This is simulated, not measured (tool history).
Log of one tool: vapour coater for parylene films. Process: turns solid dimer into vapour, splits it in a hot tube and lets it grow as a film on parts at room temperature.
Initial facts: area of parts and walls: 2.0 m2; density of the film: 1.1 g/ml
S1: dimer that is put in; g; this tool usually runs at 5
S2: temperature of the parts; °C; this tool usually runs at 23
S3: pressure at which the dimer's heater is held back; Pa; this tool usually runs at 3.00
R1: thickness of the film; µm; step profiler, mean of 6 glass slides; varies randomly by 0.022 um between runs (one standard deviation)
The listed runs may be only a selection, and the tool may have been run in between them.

{"run": 1, "day": 0.0, "S1": 5, "S2": 23, "S3": 3.0, "R1": 1.09}
{"run": 2, "day": 2.879, "S1": 5, "S2": 23, "S3": 3.0, "R1": 1.18}
{"run": 3, "day": 4.354, "S1": 5, "S2": 23, "S3": 3.0, "R1": 1.16}
{"run": 4, "day": 7.038, "S1": 5, "S2": 23, "S3": 3.0, "R1": 1.1}
{"run": 5, "day": 8.154, "S1": 5, "S2": 23, "S3": 3.0, "R1": 1.15}
{"run": 6, "day": 9.854, "S1": 5, "S2": 23, "S3": 3.0, "R1": 1.13}
{"run": 7, "day": 12.075, "S1": 5, "S2": 23, "S3": 3.0, "R1": 1.13}
{"run": 8, "day": 13.883, "S1": 5, "S2": 23, "S3": 3.0, "R1": 1.07}
{"run": 9, "day": 15.504, "S1": 5, "S2": 23, "S3": 3.0, "R1": 1.05}
{"run": 10, "day": 17.054, "S1": 5, "S2": 23, "S3": 5.18, "R1": 1.01}
{"run": 11, "day": 19.262, "S1": 5, "S2": 23, "S3": 3.0, "R1": 1.21}
{"run": 12, "day": 21.029, "S1": 5, "S2": 23, "S3": 3.0, "R1": 1.16}
{"run": 13, "day": 22.5, "S1": 5, "S2": 23, "S3": 3.0, "R1": 1.2}
{"run": 14, "day": 24.662, "S1": 4, "S2": 23, "S3": 3.0, "R1": 0.97}
{"run": 15, "day": 26.25, "S1": 4, "S2": 23, "S3": 3.07, "R1": 0.92}
{"run": 16, "day": 28.171, "S1": 4, "S2": 23, "S3": 3.0, "R1": 0.93}
{"run": 17, "day": 30.612, "S1": 4, "S2": 23, "S3": 3.0, "R1": 0.9}
{"run": 18, "day": 33.208, "S1": 4, "S2": 23, "S3": 3.0, "R1": 0.9}
{"run": 19, "day": 35.133, "S1": 4, "S2": 23, "S3": 3.0, "R1": 0.99}
{"run": 20, "day": 37.6, "S1": 5, "S2": 23, "S3": 3.0, "R1": 1.18}
{"run": 21, "day": 39.896, "S1": 5, "S2": 23, "S3": 3.0, "R1": 1.18}
{"run": 22, "day": 41.696, "S1": 5, "S2": 23, "S3": 3.0, "R1": 1.14}
{"run": 23, "day": 43.929, "S1": 5, "S2": 23, "S3": 3.0, "R1": 1.14}
{"run": 24, "day": 45.125, "S1": 2, "S2": 23, "S3": 3.0, "R1": 0.44}
{"run": 25, "day": 47.462, "S1": 2, "S2": 23, "S3": 3.0, "R1": 0.47}
{"run": 26, "day": 49.35, "S1": 2, "S2": 26, "S3": 10.61, "R1": 0.33}
{"run": 27, "day": 51.125, "S1": 3, "S2": 31, "S3": 5.34, "R1": 0.47}
{"run": 28, "day": 53.279, "S1": 7, "S2": 24, "S3": 6.19, "R1": 1.39}
{"run": 29, "day": 55.075, "S1": 5, "S2": 28, "S3": 4.32, "R1": 0.89}
{"run": 30, "day": 57.467, "S1": 3, "S2": 17, "S3": 3.0, "R1": 0.91}
{"run": 31, "day": 59.888, "S1": 4, "S2": 17, "S3": 7.3, "R1": 1.04}
{"run": 32, "day": 62.146, "S1": 8, "S2": 28, "S3": 6.28, "R1": 1.28}
{"run": 33, "day": 64.708, "S1": 7, "S2": 21, "S3": 10.2, "R1": 1.47}
{"run": 34, "day": 67.192, "S1": 9, "S2": 23, "S3": 3.25, "R1": 2.12}
{"run": 35, "day": 68.729, "S1": 5, "S2": 16, "S3": 3.5, "R1": 1.57}
{"run": 36, "day": 69.958, "S1": 5, "S2": 23, "S3": 10.0, "R1": 1.0}
{"run": 37, "day": 71.812, "S1": 8, "S2": 23, "S3": 2.85, "R1": 1.91}
{"run": 38, "day": 73.779, "S1": 8, "S2": 23, "S3": 2.85, "R1": 1.87}
{"run": 39, "day": 76.275, "S1": 4, "S2": 18, "S3": 2.01, "R1": 1.21}
{"run": 40, "day": 78.938, "S1": 3, "S2": 16, "S3": 11.03, "R1": 0.75}
{"run": 41, "day": 80.679, "S1": 3, "S2": 26, "S3": 2.24, "R1": 0.57}
{"run": 42, "day": 81.858, "S1": 3, "S2": 21, "S3": 3.0, "R1": 0.73}
{"run": 43, "day": 84.471, "S1": 5, "S2": 32, "S3": 4.48, "R1": 0.75}
{"run": 44, "day": 86.029, "S1": 5, "S2": 15, "S3": 3.0, "R1": 1.7}
{"run": 45, "day": 87.371, "S1": 5, "S2": 15, "S3": 3.0, "R1": 1.65}
{"run": 46, "day": 88.521, "S1": 5, "S2": 23, "S3": 3.0, "R1": 1.13}
{"run": 47, "day": 90.467, "S1": 2, "S2": 23, "S3": 2.6, "R1": 0.48}

Withheld: 7 entries from between the runs. Position of each, and hidden state at the listed run before versus the listed run after:
Between runs 1 and 2: trap's valve overhauled (day 1.750)
  vapour lost through the trap's worn valve, %: 7.7 -> 1.2; true temperature of the parts over the reading, C: 0.71 -> 0.73
  measured result minus the result with no hidden state, R1: -0.13 -> -0.05 µm
Between runs 10 and 11: trap's valve overhauled (day 17.954)
  vapour lost through the trap's worn valve, %: 7.5 -> 0.7; true temperature of the parts over the reading, C: 0.87 -> 0.88
  measured result minus the result with no hidden state, R1: -0.13 -> -0.06 µm
Between runs 12 and 13: table's thermometer calibrated (day 22.475)
  vapour lost through the trap's worn valve, %: 1.5 -> 2.2; true temperature of the parts over the reading, C: 0.9 -> -0.05
  measured result minus the result with no hidden state, R1: -0.06 -> -0.03 µm
Between runs 18 and 19: trap's valve overhauled (day 34.246)
  vapour lost through the trap's worn valve, %: 6.9 -> 1.3; true temperature of the parts over the reading, C: 0.04 -> 0.06
  measured result minus the result with no hidden state, R1: -0.07 -> -0.02 µm
Between runs 26 and 27: trap's valve overhauled (day 50.396)
  vapour lost through the trap's worn valve, %: 7.8 -> 0.6; true temperature of the parts over the reading, C: 0.19 -> 0.21
  measured result minus the result with no hidden state, R1: -0.03 -> -0.01 µm
Between runs 33 and 34: trap's valve overhauled (day 66.642)
  vapour lost through the trap's worn valve, %: 6.5 -> 0.2; true temperature of the parts over the reading, C: 0.33 -> 0.35
  measured result minus the result with no hidden state, R1: -0.13 -> -0.03 µm
Between runs 42 and 43: trap's valve overhauled (day 82.846)
  vapour lost through the trap's worn valve, %: 6.7 -> 0.8; true temperature of the parts over the reading, C: 0.48 -> 0.5
  measured result minus the result with no hidden state, R1: -0.07 -> -0.02 µm

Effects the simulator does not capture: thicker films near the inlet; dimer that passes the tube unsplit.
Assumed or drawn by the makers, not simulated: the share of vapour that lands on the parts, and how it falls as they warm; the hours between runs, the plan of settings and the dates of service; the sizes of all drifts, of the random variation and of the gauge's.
